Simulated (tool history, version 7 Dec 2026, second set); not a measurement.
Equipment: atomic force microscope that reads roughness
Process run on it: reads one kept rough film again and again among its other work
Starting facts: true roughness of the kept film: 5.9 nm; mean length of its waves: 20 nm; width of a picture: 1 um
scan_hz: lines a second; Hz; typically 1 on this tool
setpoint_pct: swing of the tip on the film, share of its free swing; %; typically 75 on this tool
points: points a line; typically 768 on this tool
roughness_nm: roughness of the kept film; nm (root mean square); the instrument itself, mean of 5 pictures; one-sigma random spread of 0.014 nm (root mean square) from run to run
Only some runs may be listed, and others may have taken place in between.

run	day	scan_hz	setpoint_pct	points	roughness_nm
1	0	1	75	768	2.329
2	0.692	1	75	768	1.948
# day 1.921: new tip fitted
3	1.921	1	74	768	3.376
4	3.492	1	74	768	2.097
5	4.688	1	74	768	1.659
# day 5.158: new tip fitted
6	5.362	1.19	75	768	3.131
7	6.538	1	66	768	2.307
8	7.588	1	75	768	1.761
# day 8.408: new tip fitted
9	9.079	1	68	768	2.668
10	10.6	1	68	768	1.865
# day 11.642: new tip fitted
11	12.108	1	68	768	2.895
12	13.021	0.63	75	768	2.255
13	14.521	1	75	754	1.574
# day 14.858: new tip fitted
14	15.471	1	75	754	2.67
15	16.2	0.8	75	754	2.173
16	17.067	2.31	55	754	1.79
# day 18.083: new tip fitted
17	18.538	3.91	62	561	2.581
18	19.317	3.91	62	561	2.065
19	20.179	3.91	62	561	1.698
# day 21.346: new tip fitted
20	21.521	0.72	73	392	3.192
21	22.592	2.52	88	449	1.726
22	23.742	0.69	65	800	1.829
# day 24.596: new tip fitted
23	25.221	0.69	65	800	2.856
24	25.867	0.6	60	449	2.345

Some steps in roughness_nm between neighbouring runs. How much of each would the tool show without its hidden state too (settings, what came in, random variation), and how much is left for the hidden state, with any gauge scatter that isn't in both results?
The tool's hidden condition here consists of: radius of the tip, nm; height scale over the true one, %; drift of the gauge itself on roughness_nm, %.
Run 2 -> 3: setpoint_pct 75 -> 74, new tip fitted. roughness_nm +1.428 nm (root mean square): hidden state +1.437, all else -0.009.
Run 5 -> 6: scan_hz 1 -> 1.19, setpoint_pct 74 -> 75, new tip fitted. roughness_nm +1.472 nm (root mean square): hidden state +1.536, all else -0.064.
Run 19 -> 20: scan_hz 3.91 -> 0.72, setpoint_pct 62 -> 73, points 561 -> 392, new tip fitted. roughness_nm +1.494 nm (root mean square): hidden state +1.171, all else +0.323.
